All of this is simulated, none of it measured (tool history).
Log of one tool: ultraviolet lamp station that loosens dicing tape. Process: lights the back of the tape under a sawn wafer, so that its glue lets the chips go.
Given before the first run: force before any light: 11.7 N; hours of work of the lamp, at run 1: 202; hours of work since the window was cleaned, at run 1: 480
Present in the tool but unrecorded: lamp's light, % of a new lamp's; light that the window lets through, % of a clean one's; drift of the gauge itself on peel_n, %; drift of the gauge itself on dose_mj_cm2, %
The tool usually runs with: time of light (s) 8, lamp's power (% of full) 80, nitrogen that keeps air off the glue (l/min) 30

run	hour	time of light (s)	lamp's power (% of full)	nitrogen that keeps air off the glue (l/min)	hours of work of the lamp	hours of work since the window was cleaned	force that peels the tape off (N)	light that reached the tape (J/m2)
1	0.0	8	80	30	202	480	1.431	4440
2	7.5	8	80	30	205	484	1.366	4480
3	17.8	8	80	30	209	488	1.396	4510
4	30.4	8	80	30	215	493	1.400	4490
5	42.1	8	80	30	220	498	1.411	4460
6	49.7	8	80	30	223	501	1.444	4440
7	60.2	8	80	30	227	506	1.444	4390
8	68.8	8	80	30	231	509	1.437	4440
9	79.0	8	80	30	235	514	1.436	4390
10	85.3	8	80	30	238	516	1.488	4430
11	90.9	8	80	30	240	519	1.442	4320
12	96.0	6	80	30	242	521	2.375	3280
13	108.5	6	91	30	248	526	1.943	3730
14	116.4	6	91	30	251	530	1.963	3710
15	126.9	6	91	30	255	534	1.941	3740
16	137.2	6	91	30	260	538	1.980	3710
17	145.1	6	91	30	263	542	2.021	3680
18	156.1	6	91	30	268	546	2.036	3680
19	162.7	6	91	30	270	549	1.972	3690
20	168.7	6	91	30	273	552	2.058	3650
21	180.3	6	91	30	278	557	2.110	3650
22	189.8	8	80	18	282	561	2.167	4260
23	196.3	10	80	30	285	563	0.931	5320
24	208.4	10	67	29	290	568	1.463	4470
25	216.8	10	67	29	293	572	1.423	4480
26	226.2	10	67	29	297	576	1.470	4400
27	233.6	8	87	30	300	579	1.325	4610
28	240.1	5	74	10	303	582	5.489	2430
29	247.6	5	74	10	306	585	5.451	2430
30	255.4	5	74	10	310	588	5.374	2420
31	263.5	6	80	30	313	592	2.530	3220
32	274.2	6	80	30	317	596	2.563	3120
33	286.4	6	80	42	323	601	2.138	3140
# hour 293.3: window cleaned of glue's vapour
34	295.2	6	97	53	326	1	0.898	4450
35	303.3	6	97	53	330	4	0.931	4460
36	315.3	6	97	53	335	9	0.923	4450
37	321.6	4	97	53	337	12	2.079	2980
38	330.5	13	61	38	341	16	0.545	6080
39	340.9	13	61	38	345	20	0.558	6000
40	352.0	10	92	53	350	25	0.270	7040
41	364.3	8	80	19	355	30	1.712	4840
42	373.8	8	80	19	359	34	1.657	4770
43	385.5	10	71	16	364	39	1.596	5380
44	397.6	8	65	21	369	44	2.331	3940

Here are 3 independent what-if runs from the current tool condition. What would each one return?
A	405.4	7	70	9	373	47	?	?
B	405.4	7	99	21	373	47	?	?
C	405.4	9	66	22	373	47	?	?

run	force that peels the tape off (N)	light that reached the tape (J/m2)
A	4.017	3670
B	1.339	5240
C	1.776	4450
The same runs, with their run-to-run variation unchanged, on a tool lacking any hidden condition would have given:
run	force that peels the tape off (N)	light that reached the tape (J/m2)
A	3.534	4100
B	1.050	5860
C	1.430	4970
